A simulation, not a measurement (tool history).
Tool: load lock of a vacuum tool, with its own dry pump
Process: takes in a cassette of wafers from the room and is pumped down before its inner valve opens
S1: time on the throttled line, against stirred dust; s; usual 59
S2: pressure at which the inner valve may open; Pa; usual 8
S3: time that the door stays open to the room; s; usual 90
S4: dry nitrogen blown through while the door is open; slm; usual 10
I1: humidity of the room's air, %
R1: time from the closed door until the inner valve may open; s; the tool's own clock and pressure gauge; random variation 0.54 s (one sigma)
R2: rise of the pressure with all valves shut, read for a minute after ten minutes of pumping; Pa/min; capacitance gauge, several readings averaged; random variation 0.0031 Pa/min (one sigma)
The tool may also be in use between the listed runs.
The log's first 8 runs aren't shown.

| run | hour | S1 | S2 | S3 | S4 | I1 | R1 | R2 |
|---|---|---|---|---|---|---|---|---|
| 9 | 3459.2 | 59 | 8 | 90 | 10 | 46 | 97.1 | 0.102 |
| 10 | 3836 | 59 | 8 | 90 | 10 | 45.8 | 98.4 | 0.104 |
| 11 | 4080.5 | 59 | 8 | 27 | 10 | 48.4 | 98 | 0.07 |
| 12 | 4552.4 | 59 | 8 | 27 | 10 | 41.5 | 98.1 | 0.068 |
| 13 | 4845.4 | 59 | 8 | 27 | 10 | 45.2 | 98.9 | 0.068 |
| 14 | 5366.7 | 59 | 8 | 27 | 10 | 45.4 | 97.8 | 0.074 |
| 15 | 5681.8 | 59 | 8 | 27 | 10 | 42.4 | 98.2 | 0.067 |
| 16 | 5921.1 | 59 | 8 | 27 | 10 | 44.7 | 98.7 | 0.069 |
| 17 | 6137.9 | 59 | 8 | 27 | 10 | 43.2 | 99.2 | 0.07 |
| 18 | 6602.7 | 59 | 8 | 27 | 10 | 44.1 | 98.5 | 0.073 |
| 19 | 7000.3 | 59 | 8 | 75 | 23 | 45.3 | 99.5 | 0.092 |
| 20 | 7253.6 | 59 | 8 | 75 | 23 | 44.5 | 99.4 | 0.088 |
| 21 | 7563.3 | 59 | 8 | 75 | 23 | 44 | 98.6 | 0.092 |
| 22 | 7918.5 | 92 | 6 | 93 | 4 | 45.7 | 128.9 | 0.131 |
| 23 | 8234.4 | 43 | 6 | 30 | 5 | 45.6 | 87.6 | 0.089 |
| 24 | 8560.3 | 90 | 16 | 152 | 10 | 43.4 | 122.9 | 0.145 |
| 25 | 9040.2 | 90 | 16 | 152 | 11 | 45.3 | 122.6 | 0.149 |
| 26 | 9341.4 | 59 | 14 | 41 | 10 | 44.9 | 97.6 | 0.092 |
|  | 9466.9 | dry pump taken out, an overhauled one fitted |
| 27 | 9608.1 | 59 | 14 | 41 | 10 | 41.8 | 92.5 | 0.083 |
| 28 | 10043.4 | 59 | 10 | 48 | 10 | 43.7 | 94.8 | 0.094 |
| 29 | 10374.3 | 59 | 10 | 48 | 10 | 40.8 | 94.1 | 0.098 |
| 30 | 10678.2 | 59 | 10 | 90 | 5 | 46.4 | 95.4 | 0.141 |
| 31 | 11165.1 | 96 | 8 | 40 | 15 | 47.2 | 127.5 | 0.094 |
| 32 | 11651.8 | 78 | 8 | 141 | 10 | 46.4 | 112.4 | 0.155 |

Forecast each of these 3 alternatives for the next run:
| A | 12056 | 59 | 8 | 28 | 17 | 47.4 | ? | ? |
| B | 12056 | 104 | 7 | 90 | 6 | 43.1 | ? | ? |
| C | 12056 | 74 | 11 | 90 | 10 | 44.8 | ? | ? |

| run | R1 | R2 |
|---|---|---|
| A | 95.4 | 0.089 |
| B | 135.8 | 0.134 |
| C | 107.1 | 0.13 |
Without the tool's hidden state the same runs would have given:
| run | R1 | R2 |
|---|---|---|
| A | 94.1 | 0.04 |
| B | 134.7 | 0.085 |
| C | 105.9 | 0.08 |
